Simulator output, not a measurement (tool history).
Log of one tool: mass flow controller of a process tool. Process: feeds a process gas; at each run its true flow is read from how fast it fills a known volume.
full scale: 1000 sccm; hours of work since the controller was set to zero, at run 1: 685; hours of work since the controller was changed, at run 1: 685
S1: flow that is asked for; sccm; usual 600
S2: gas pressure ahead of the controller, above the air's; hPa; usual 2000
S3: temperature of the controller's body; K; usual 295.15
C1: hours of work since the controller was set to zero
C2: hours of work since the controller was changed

{"run": 1, "hour": 0.0, "S1": 600, "S2": 2000, "S3": 295.15, "C1": 685, "C2": 685, "true flow (%)": 99.38}
{"run": 2, "hour": 115.5, "S1": 600, "S2": 2000, "S3": 295.15, "C1": 756, "C2": 756, "true flow (%)": 99.59}
{"run": 3, "hour": 182.4, "S1": 600, "S2": 2000, "S3": 295.15, "C1": 797, "C2": 797, "true flow (%)": 99.59}
{"run": 4, "hour": 303.9, "S1": 600, "S2": 2000, "S3": 295.15, "C1": 871, "C2": 871, "true flow (%)": 99.53}
{"run": 5, "hour": 399.3, "S1": 600, "S2": 2000, "S3": 295.15, "C1": 930, "C2": 930, "true flow (%)": 99.45}
{"run": 6, "hour": 529.6, "S1": 600, "S2": 2000, "S3": 295.15, "C1": 1010, "C2": 1010, "true flow (%)": 99.47}
{"hour": 539.3, "done": "controller's zero set anew"}
{"run": 7, "hour": 658.4, "S1": 600, "S2": 2000, "S3": 295.15, "C1": 73, "C2": 1089, "true flow (%)": 99.79}
{"run": 8, "hour": 787.1, "S1": 600, "S2": 2000, "S3": 295.15, "C1": 152, "C2": 1168, "true flow (%)": 99.73}
{"run": 9, "hour": 856.9, "S1": 294, "S2": 1470, "S3": 302.15, "C1": 195, "C2": 1211, "true flow (%)": 99.61}
{"run": 10, "hour": 933.6, "S1": 294, "S2": 1470, "S3": 302.15, "C1": 242, "C2": 1258, "true flow (%)": 99.74}
{"run": 11, "hour": 1026.3, "S1": 908, "S2": 1790, "S3": 302.15, "C1": 299, "C2": 1315, "true flow (%)": 99.97}
{"run": 12, "hour": 1103.4, "S1": 908, "S2": 1790, "S3": 302.15, "C1": 346, "C2": 1362, "true flow (%)": 100.07}
{"run": 13, "hour": 1250.8, "S1": 908, "S2": 1790, "S3": 302.15, "C1": 437, "C2": 1453, "true flow (%)": 100.0}
{"hour": 1367.8, "done": "controller's zero set anew, once more"}
{"run": 14, "hour": 1389.9, "S1": 908, "S2": 1790, "S3": 302.15, "C1": 14, "C2": 1538, "true flow (%)": 99.77}
{"run": 15, "hour": 1528.2, "S1": 574, "S2": 1810, "S3": 304.15, "C1": 99, "C2": 1623, "true flow (%)": 98.99}

Forecast each of these 3 alternatives for the next run:
{"run": "A", "hour": 1664.3, "S1": 225, "S2": 1920, "S3": 304.15, "C1": 182, "C2": 1706, "true flow (%)": "?"}
{"run": "B", "hour": 1664.3, "S1": 844, "S2": 2000, "S3": 295.15, "C1": 182, "C2": 1706, "true flow (%)": "?"}
{"run": "C", "hour": 1664.3, "S1": 600, "S2": 1930, "S3": 295.15, "C1": 182, "C2": 1706, "true flow (%)": "?"}

run=A true_flow_(%)=98.45
run=B true_flow_(%)=99.78
run=C true_flow_(%)=99.40
Without the tool's hidden state the same runs would have given:
run=A true_flow_(%)=98.39
run=B true_flow_(%)=99.92
run=C true_flow_(%)=99.50
